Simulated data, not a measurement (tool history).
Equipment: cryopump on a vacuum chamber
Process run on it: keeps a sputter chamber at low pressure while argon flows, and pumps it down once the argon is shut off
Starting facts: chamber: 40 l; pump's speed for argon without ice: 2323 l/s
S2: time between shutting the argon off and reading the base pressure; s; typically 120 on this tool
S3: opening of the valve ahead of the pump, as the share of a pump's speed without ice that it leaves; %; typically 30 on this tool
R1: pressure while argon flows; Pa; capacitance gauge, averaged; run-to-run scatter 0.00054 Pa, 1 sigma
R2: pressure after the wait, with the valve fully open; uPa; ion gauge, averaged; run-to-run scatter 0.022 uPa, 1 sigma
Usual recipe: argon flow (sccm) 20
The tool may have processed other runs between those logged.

Run 1, day 0: usual settings. Result: R1 0.049 Pa, R2 0.96 uPa.
Run 2, day 1.925: usual settings but argon flow (sccm) 15. Result: R1 0.0369 Pa, R2 0.94 uPa.
Run 3, day 5.117: usual settings but argon flow (sccm) 15. Result: R1 0.0373 Pa, R2 0.95 uPa.
Run 4, day 6.792: usual settings but S3 19 %. Result: R1 0.0784 Pa, R2 0.95 uPa.
Run 5, day 8.583: usual settings but S2 255 s. Result: R1 0.0502 Pa, R2 0.71 uPa.
Run 6, day 11.567: usual settings but S2 255 s. Result: R1 0.0512 Pa, R2 0.74 uPa.
Run 7, day 14.521: usual settings but S2 255 s. Result: R1 0.0507 Pa, R2 0.69 uPa.
Run 8, day 16.408: usual settings but S2 33 s. Result: R1 0.0504 Pa, R2 2.37 uPa.
Run 9, day 18.879: usual settings but S2 33 s. Result: R1 0.0519 Pa, R2 2.34 uPa.
Run 10, day 21.812: usual settings but S2 33 s. Result: R1 0.0515 Pa, R2 2.28 uPa.
Run 11, day 23.692: usual settings but S2 244 s. Result: R1 0.0526 Pa, R2 0.89 uPa.
Run 12, day 25.246: usual settings but S2 244 s. Result: R1 0.0526 Pa, R2 0.81 uPa.
Run 13, day 27.688: usual settings. Result: R1 0.0522 Pa, R2 1.13 uPa.
Run 14, day 29.271: usual settings but argon flow (sccm) 11, S2 36 s, S3 24 %. Result: R1 0.0355 Pa, R2 2.3 uPa.
Run 15, day 32.096: usual settings but S2 124 s, S3 59 %. Result: R1 0.0295 Pa, R2 1.16 uPa.
Run 16, day 34.338: usual settings but argon flow (sccm) 9, S2 201 s, S3 48 %. Result: R1 0.0167 Pa, R2 0.99 uPa.
Run 17, day 37.15: usual settings but argon flow (sccm) 9, S2 201 s, S3 48 %. Result: R1 0.0126 Pa, R2 0.8 uPa.
Run 18, day 39.279: usual settings but argon flow (sccm) 9, S2 201 s, S3 48 %. Result: R1 0.0139 Pa, R2 0.82 uPa.
Run 19, day 42.254: usual settings but argon flow (sccm) 9, S2 201 s, S3 48 %. Result: R1 0.0139 Pa, R2 0.85 uPa.
Run 20, day 45.254: usual settings but argon flow (sccm) 8, S2 51 s, S3 42 %. Result: R1 0.0147 Pa, R2 1.68 uPa.
Run 21, day 47.354: usual settings but argon flow (sccm) 19, S2 269 s, S3 24 %. Result: R1 0.0598 Pa, R2 0.86 uPa.
Run 22, day 49.158: usual settings but argon flow (sccm) 19, S2 269 s, S3 24 %. Result: R1 0.0599 Pa, R2 0.82 uPa.
Run 23, day 52.417: usual settings but S2 280 s, S3 22 %. Result: R1 0.0687 Pa, R2 0.85 uPa.
Run 24, day 54.154: usual settings but argon flow (sccm) 32, S2 48 s, S3 53 %. Result: R1 0.0474 Pa, R2 1.84 uPa.
Run 25, day 55.838: usual settings but argon flow (sccm) 32, S2 48 s, S3 53 %. Result: R1 0.0471 Pa, R2 1.92 uPa.
Run 26, day 57.725: usual settings but argon flow (sccm) 32, S2 48 s, S3 53 %. Result: R1 0.0488 Pa, R2 1.88 uPa.

Put back what was entered between runs (1 entry, withheld): which listed runs does each sit between, and how does the hidden state differ from the listed run before to the listed run after?
In the gap between runs 16 and 17: pump warmed up, emptied and cooled again (day 34.992)
  pump's speed, % of a pump's without ice: 73.5 -> 98.3; cold plate's temperature, K: 12.65 -> 12.67; leak into the chamber, uPa l/s: 1147 -> 1162
  what was measured, less what the result would be without the hidden state, R1: +0.0024 -> +0.0002 Pa; R2: +0.56 -> +0.39 uPa
